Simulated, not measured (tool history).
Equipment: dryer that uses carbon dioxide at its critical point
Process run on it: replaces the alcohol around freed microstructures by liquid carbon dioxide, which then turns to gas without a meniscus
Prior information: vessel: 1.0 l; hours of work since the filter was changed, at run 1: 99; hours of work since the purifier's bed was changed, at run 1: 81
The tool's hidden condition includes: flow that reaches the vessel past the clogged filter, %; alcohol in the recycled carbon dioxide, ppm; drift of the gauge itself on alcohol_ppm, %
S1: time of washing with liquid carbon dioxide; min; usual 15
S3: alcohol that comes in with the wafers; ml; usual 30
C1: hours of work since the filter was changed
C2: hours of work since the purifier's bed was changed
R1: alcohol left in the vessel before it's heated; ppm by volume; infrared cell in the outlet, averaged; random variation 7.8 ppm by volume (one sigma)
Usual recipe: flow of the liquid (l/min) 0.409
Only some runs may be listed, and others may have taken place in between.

run 1 day=0.000 | S1=15 flow_of_the_liquid_(l/min)=0.409 S3=30 | C1=99 C2=81 | R1=626
run 2 day=0.275 | S1=15 flow_of_the_liquid_(l/min)=0.409 S3=30 | C1=103 C2=84 | R1=646
run 3 day=0.625 | S1=15 flow_of_the_liquid_(l/min)=0.409 S3=30 | C1=107 C2=88 | R1=653
run 4 day=0.971 | S1=15 flow_of_the_liquid_(l/min)=0.409 S3=22 | C1=111 C2=92 | R1=462
run 5 day=1.204 | S1=15 flow_of_the_liquid_(l/min)=0.409 S3=22 | C1=113 C2=95 | R1=487
run 6 day=1.462 | S1=15 flow_of_the_liquid_(l/min)=0.409 S3=22 | C1=116 C2=98 | R1=489
run 7 day=1.775 | S1=15 flow_of_the_liquid_(l/min)=0.409 S3=22 | C1=120 C2=101 | R1=498
run 8 day=1.967 | S1=15 flow_of_the_liquid_(l/min)=0.409 S3=22 | C1=122 C2=103 | R1=497
run 9 day=2.225 | S1=16 flow_of_the_liquid_(l/min)=0.286 S3=98 | C1=125 C2=106 | R1=5487
run 10 day=2.408 | S1=16 flow_of_the_liquid_(l/min)=0.286 S3=98 | C1=127 C2=109 | R1=5402

Results for each run, recomputed without the tool's hidden state and with each run's random variation untouched:
run=1 R1=408
run=2 R1=416
run=3 R1=413
run=4 R1=282
run=5 R1=299
run=6 R1=295
run=7 R1=298
run=8 R1=293
run=9 R1=3699
run=10 R1=3612
